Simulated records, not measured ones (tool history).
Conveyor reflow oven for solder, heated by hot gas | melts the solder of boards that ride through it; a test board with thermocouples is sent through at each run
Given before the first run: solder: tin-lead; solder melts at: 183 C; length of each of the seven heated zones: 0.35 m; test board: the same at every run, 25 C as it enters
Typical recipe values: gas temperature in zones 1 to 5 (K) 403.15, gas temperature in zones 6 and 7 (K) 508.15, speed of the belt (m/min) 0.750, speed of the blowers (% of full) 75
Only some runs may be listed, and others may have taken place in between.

| run | day | gas temperature in zones 1 to 5 (K) | gas temperature in zones 6 and 7 (K) | speed of the belt (m/min) | speed of the blowers (% of full) | highest temperature of the board (K) | time above the solder's melting point (s) |
|---|---|---|---|---|---|---|---|
| 1 | 0.000 | 403.15 | 508.15 | 0.750 | 75 | 490.55 | 40.5 |
| 2 | 0.854 | 403.15 | 508.15 | 0.750 | 75 | 490.65 | 40.4 |
| 3 | 1.279 | 403.15 | 508.15 | 0.750 | 75 | 490.15 | 40.5 |
| 4 | 1.708 | 403.15 | 508.15 | 0.750 | 75 | 490.65 | 40.3 |
| 5 | 2.192 | 403.15 | 508.15 | 0.750 | 75 | 490.25 | 40.4 |
| 6 | 2.646 | 403.15 | 508.15 | 0.750 | 75 | 490.25 | 40.3 |
| 7 | 3.183 | 403.15 | 508.15 | 0.750 | 75 | 489.75 | 40.2 |
| 8 | 4.067 | 403.15 | 508.15 | 0.750 | 75 | 490.45 | 40.1 |
| 9 | 4.946 | 403.15 | 508.15 | 0.750 | 75 | 490.15 | 40.2 |
|  | 5.200 | belt drive overhauled, speed set with a stopwatch |
| 10 | 5.879 | 403.15 | 508.15 | 0.750 | 75 | 490.05 | 40.5 |
| 11 | 6.412 | 403.15 | 508.15 | 0.750 | 75 | 490.15 | 40.5 |
| 12 | 6.850 | 403.15 | 508.15 | 0.750 | 75 | 490.15 | 40.5 |
| 13 | 7.329 | 403.15 | 508.15 | 0.750 | 75 | 489.75 | 40.5 |
| 14 | 7.992 | 403.15 | 508.15 | 0.750 | 75 | 489.85 | 40.3 |
| 15 | 8.617 | 403.15 | 508.15 | 0.750 | 75 | 489.85 | 40.3 |
|  | 9.383 | belt drive overhauled, speed set with a stopwatch, once more |
| 16 | 9.508 | 403.15 | 508.15 | 0.750 | 75 | 489.35 | 38.8 |
| 17 | 10.271 | 403.15 | 500.15 | 0.750 | 75 | 481.95 | 34.6 |
| 18 | 11.183 | 403.15 | 500.15 | 0.750 | 75 | 482.15 | 34.5 |
| 19 | 11.604 | 403.15 | 500.15 | 0.750 | 75 | 481.95 | 34.6 |
| 20 | 12.425 | 403.15 | 500.15 | 0.750 | 75 | 481.75 | 34.4 |
| 21 | 13.408 | 418.15 | 512.15 | 0.750 | 90 | 496.95 | 47.3 |
| 22 | 14.117 | 418.15 | 505.15 | 0.621 | 75 | 493.45 | 56.1 |
|  | 14.550 | flux residue cleaned out of gas plates and filters |
| 23 | 15.104 | 418.15 | 505.15 | 0.621 | 75 | 495.05 | 56.8 |
| 24 | 15.708 | 391.15 | 504.15 | 0.621 | 84 | 491.75 | 48.2 |
| 25 | 16.742 | 393.15 | 507.15 | 0.601 | 80 | 495.15 | 52.2 |
| 26 | 17.633 | 393.15 | 507.15 | 0.855 | 80 | 483.25 | 28.9 |
| 27 | 18.179 | 393.15 | 507.15 | 0.855 | 80 | 483.35 | 28.8 |
| 28 | 19.029 | 416.15 | 507.15 | 0.881 | 57 | 481.55 | 30.7 |
| 29 | 19.975 | 416.15 | 507.15 | 0.881 | 57 | 481.55 | 30.6 |
| 30 | 20.775 | 416.15 | 506.15 | 0.881 | 54 | 479.65 | 29.3 |
| 31 | 21.612 | 393.15 | 498.15 | 0.881 | 66 | 471.15 | 18.0 |

Subtracting, for every run, the result it would have given without the tool's unlogged condition from the measured result gives the following. The same run-to-run variation enters both numbers; the gauge's scatter may not:
The hidden state here: heat that the gas passes to the board, % of a clean oven's; belt's true speed, % of the reading; true gas temperature in zones 6 and 7 over the reading, C; drift of the gauge itself on peak_c, C; drift of the gauge itself on liquid_s, %.
| run | highest temperature of the board (K) | time above the solder's melting point (s) |
|---|---|---|
| 1 | -0.40 | +0.1 |
| 2 | -0.50 | +0.1 |
| 3 | -0.50 | +0.0 |
| 4 | -0.60 | -0.1 |
| 5 | -0.60 | +0.0 |
| 6 | -0.70 | -0.1 |
| 7 | -0.80 | -0.2 |
| 8 | -0.80 | -0.2 |
| 9 | -1.00 | -0.2 |
| 10 | -0.90 | +0.1 |
| 11 | -0.90 | +0.1 |
| 12 | -1.00 | +0.0 |
| 13 | -1.00 | +0.1 |
| 14 | -1.20 | +0.0 |
| 15 | -1.20 | -0.1 |
| 16 | -1.90 | -1.4 |
| 17 | -2.00 | -1.6 |
| 18 | -2.00 | -1.8 |
| 19 | -2.10 | -1.8 |
| 20 | -2.20 | -1.9 |
| 21 | -2.30 | -1.0 |
| 22 | -1.90 | -1.2 |
| 23 | -0.70 | -0.2 |
| 24 | -0.90 | -0.5 |
| 25 | -1.00 | -0.4 |
| 26 | -1.30 | -0.7 |
| 27 | -1.40 | -0.8 |
| 28 | -1.30 | -0.7 |
| 29 | -1.30 | -0.9 |
| 30 | -1.40 | -0.9 |
| 31 | -1.70 | -1.6 |

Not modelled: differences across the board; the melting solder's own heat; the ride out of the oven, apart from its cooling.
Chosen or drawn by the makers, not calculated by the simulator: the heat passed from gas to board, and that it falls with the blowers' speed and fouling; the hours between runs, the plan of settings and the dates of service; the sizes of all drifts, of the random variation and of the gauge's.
